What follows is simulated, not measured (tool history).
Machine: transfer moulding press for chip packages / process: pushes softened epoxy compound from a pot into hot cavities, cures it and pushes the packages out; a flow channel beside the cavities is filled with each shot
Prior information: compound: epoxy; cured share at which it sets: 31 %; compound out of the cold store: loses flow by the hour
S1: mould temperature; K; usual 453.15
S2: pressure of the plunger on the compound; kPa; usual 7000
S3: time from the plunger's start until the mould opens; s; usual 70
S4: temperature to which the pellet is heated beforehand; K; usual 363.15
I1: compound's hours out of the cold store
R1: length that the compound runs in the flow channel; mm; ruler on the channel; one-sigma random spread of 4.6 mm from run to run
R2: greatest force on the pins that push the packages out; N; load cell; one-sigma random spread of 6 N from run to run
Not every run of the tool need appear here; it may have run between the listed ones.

run   hour      S1    S2  S3      S4    I1   R1   R2
  1    0.0  453.15  7000  70  363.15  46.9  678  220
      22.8  -- cavities cleaned with cleaning compound and waxed
  2   49.5  453.15  7000  70  363.15  11.0  737  235
      79.9  -- cavities cleaned with cleaning compound and waxed
  3  122.0  457.15  7000  70  363.15  45.8  650  207
     138.1  -- cavities cleaned with cleaning compound and waxed
  4  165.5  453.15  7000  70  363.15   9.1  745  227
     196.2  -- cavities cleaned with cleaning compound and waxed
  5  215.9  453.15  7000  70  363.15  23.3  714  225
     254.9  -- cavities cleaned with cleaning compound and waxed
  6  268.8  453.15  7000  70  363.15  19.9  719  229
  7  308.9  453.15  7000  70  363.15  14.4  732  224
     313.7  -- cavities cleaned with cleaning compound and waxed
  8  364.4  453.15  7000  70  363.15  17.8  722  231
     371.4  -- cavities cleaned with cleaning compound and waxed
  9  412.2  456.15  7000  70  363.15  46.7  666  209
     430.7  -- cavities cleaned with cleaning compound and waxed
 10  473.7  453.15  7000  70  363.15  43.5  677  228
     491.5  -- plunger's sealing rings changed
     493.0  -- cavities cleaned with cleaning compound and waxed
 11  534.1  453.15  7000  70  355.15  15.9  728  218
     549.5  -- cavities cleaned with cleaning compound and waxed
 12  583.2  453.15  7000  70  355.15  18.3  713  227
     609.8  -- cavities cleaned with cleaning compound and waxed
 13  628.2  453.15  7000  70  355.15  23.1  711  231
     670.6  -- cavities cleaned with cleaning compound and waxed
 14  682.2  453.15  7000  85  355.15  20.9  723  194
     729.1  -- cavities cleaned with cleaning compound and waxed
 15  739.5  458.15  8150  70  370.15  15.9  772  201

For run 16, what comes out?
     786.8  -- cavities cleaned with cleaning compound and waxed
 16  795.4  453.15  7000  70  363.15  13.1   ?   ?

{"run 16": {"R1": 737, "R2": 221}}
Minus the tool's unlogged condition, the same run would have read R1 738 mm, R2 220 N.
